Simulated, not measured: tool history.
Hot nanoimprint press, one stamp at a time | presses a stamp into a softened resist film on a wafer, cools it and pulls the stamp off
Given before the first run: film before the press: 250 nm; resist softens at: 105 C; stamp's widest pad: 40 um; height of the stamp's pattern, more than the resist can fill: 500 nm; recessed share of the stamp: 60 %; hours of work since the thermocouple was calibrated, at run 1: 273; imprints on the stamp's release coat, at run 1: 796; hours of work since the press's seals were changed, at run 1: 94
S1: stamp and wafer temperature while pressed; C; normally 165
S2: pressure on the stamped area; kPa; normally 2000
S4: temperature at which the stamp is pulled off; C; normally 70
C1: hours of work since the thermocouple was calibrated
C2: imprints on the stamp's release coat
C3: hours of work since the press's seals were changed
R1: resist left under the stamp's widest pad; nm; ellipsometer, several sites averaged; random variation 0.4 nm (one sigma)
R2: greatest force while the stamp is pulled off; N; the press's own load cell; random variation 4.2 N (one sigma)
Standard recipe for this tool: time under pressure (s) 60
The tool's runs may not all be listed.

run 1 hour=0 | S1=165 S2=2000 time_under_pressure_(s)=60 S4=70 | C1=273 C2=796 C3=94 | R1=106 R2=208
run 2 hour=9.8 | S1=163 S2=2000 time_under_pressure_(s)=60 S4=70 | C1=278 C2=813 C3=99 | R1=116.6 R2=209
run 3 hour=14.5 | S1=163 S2=2000 time_under_pressure_(s)=60 S4=70 | C1=280 C2=821 C3=101 | R1=117.1 R2=208
-- hour=20.4 plate thermocouple calibrated
run 4 hour=26.7 | S1=163 S2=2000 time_under_pressure_(s)=60 S4=70 | C1=3 C2=837 C3=106 | R1=116.4 R2=202
run 5 hour=35.4 | S1=163 S2=2000 time_under_pressure_(s)=60 S4=70 | C1=8 C2=852 C3=111 | R1=117.2 R2=209
run 6 hour=43.5 | S1=163 S2=2000 time_under_pressure_(s)=60 S4=70 | C1=12 C2=866 C3=115 | R1=116.3 R2=203
run 7 hour=48.2 | S1=163 S2=2000 time_under_pressure_(s)=60 S4=70 | C1=15 C2=875 C3=118 | R1=116.1 R2=211
run 8 hour=55.1 | S1=163 S2=2000 time_under_pressure_(s)=60 S4=70 | C1=18 C2=887 C3=121 | R1=116.3 R2=208
run 9 hour=59.3 | S1=163 S2=2000 time_under_pressure_(s)=84 S4=70 | C1=21 C2=894 C3=123 | R1=102.6 R2=206
run 10 hour=64.2 | S1=163 S2=2000 time_under_pressure_(s)=84 S4=70 | C1=23 C2=902 C3=126 | R1=102.8 R2=207
run 11 hour=68.5 | S1=163 S2=2000 time_under_pressure_(s)=84 S4=70 | C1=26 C2=910 C3=128 | R1=102.1 R2=209
run 12 hour=73.6 | S1=165 S2=2000 time_under_pressure_(s)=60 S4=73 | C1=28 C2=919 C3=131 | R1=106 R2=184
run 13 hour=79 | S1=165 S2=2000 time_under_pressure_(s)=60 S4=70 | C1=31 C2=928 C3=134 | R1=106 R2=204
run 14 hour=87.1 | S1=167 S2=2000 time_under_pressure_(s)=60 S4=70 | C1=35 C2=942 C3=138 | R1=96.1 R2=204
run 15 hour=96.4 | S1=167 S2=2000 time_under_pressure_(s)=60 S4=70 | C1=40 C2=959 C3=143 | R1=95.8 R2=209
run 16 hour=100.5 | S1=167 S2=1680 time_under_pressure_(s)=60 S4=70 | C1=43 C2=966 C3=145 | R1=104.7 R2=198
run 17 hour=107.5 | S1=169 S2=1970 time_under_pressure_(s)=88 S4=61 | C1=46 C2=978 C3=149 | R1=74.7 R2=253
run 18 hour=116.1 | S1=165 S2=1890 time_under_pressure_(s)=118 S4=68 | C1=51 C2=993 C3=154 | R1=82.7 R2=216
run 19 hour=122.8 | S1=165 S2=2920 time_under_pressure_(s)=60 S4=60 | C1=54 C2=1004 C3=157 | R1=87.7 R2=265
run 20 hour=131.9 | S1=165 S2=2920 time_under_pressure_(s)=60 S4=60 | C1=59 C2=1020 C3=162 | R1=87.9 R2=266
run 21 hour=136.8 | S1=165 S2=2920 time_under_pressure_(s)=60 S4=60 | C1=62 C2=1029 C3=165 | R1=87.5 R2=255
run 22 hour=144.6 | S1=165 S2=2920 time_under_pressure_(s)=60 S4=60 | C1=66 C2=1042 C3=169 | R1=87.8 R2=256
run 23 hour=153.2 | S1=155 S2=1630 time_under_pressure_(s)=64 S4=70 | C1=71 C2=1057 C3=173 | R1=171.4 R2=203
run 24 hour=159.2 | S1=155 S2=1630 time_under_pressure_(s)=46 S4=70 | C1=74 C2=1068 C3=177 | R1=184.5 R2=206
run 25 hour=165.2 | S1=155 S2=1630 time_under_pressure_(s)=46 S4=70 | C1=77 C2=1078 C3=180 | R1=184.7 R2=204
run 26 hour=174.7 | S1=155 S2=1630 time_under_pressure_(s)=46 S4=70 | C1=82 C2=1095 C3=185 | R1=184.5 R2=208
run 27 hour=181 | S1=156 S2=1520 time_under_pressure_(s)=60 S4=70 | C1=85 C2=1106 C3=188 | R1=171.3 R2=206
run 28 hour=187 | S1=155 S2=1520 time_under_pressure_(s)=60 S4=70 | C1=88 C2=1116 C3=191 | R1=176.4 R2=210
run 29 hour=197 | S1=155 S2=1520 time_under_pressure_(s)=60 S4=70 | C1=94 C2=1134 C3=197 | R1=175.7 R2=202
run 30 hour=201.2 | S1=155 S2=1520 time_under_pressure_(s)=60 S4=70 | C1=96 C2=1141 C3=199 | R1=176.5 R2=207

Table of differences, measured result less the result of that run with no hidden state. Run-to-run variation is the same in both. Gauge scatter possibly is not:
The hidden state here: true temperature over the reading, C; pressure that arrives at the usual setting, %; grip of the stamp's worn release coat, % over a new coat's; drift of the gauge itself on residual_nm, %; drift of the gauge itself on pull_off_n, %.
run=1 R1=+0.2
run=2 R1=+0.1
run=3 R1=+0.1
run=4 R1=-0.2
run=5 R1=-0.3
run=6 R1=-0.4
run=7 R1=-0.4
run=8 R1=-0.5
run=9 R1=-0.5
run=10 R1=-0.6
run=11 R1=-0.6
run=12 R1=-0.6
run=13 R1=-0.7
run=14 R1=-0.7
run=15 R1=-0.8
run=16 R1=-0.9
run=17 R1=-0.6
run=18 R1=-0.8
run=19 R1=-0.9
run=20 R1=-1
run=21 R1=-1.1
run=22 R1=-1.1
run=23 R1=-2.4
run=24 R1=-2.7
run=25 R1=-2.7
run=26 R1=-2.9
run=27 R1=-2.8
run=28 R1=-3
run=29 R1=-3.1
run=30 R1=-3.2
R2 without the hidden state stays within 4 N of what was measured, in all runs.
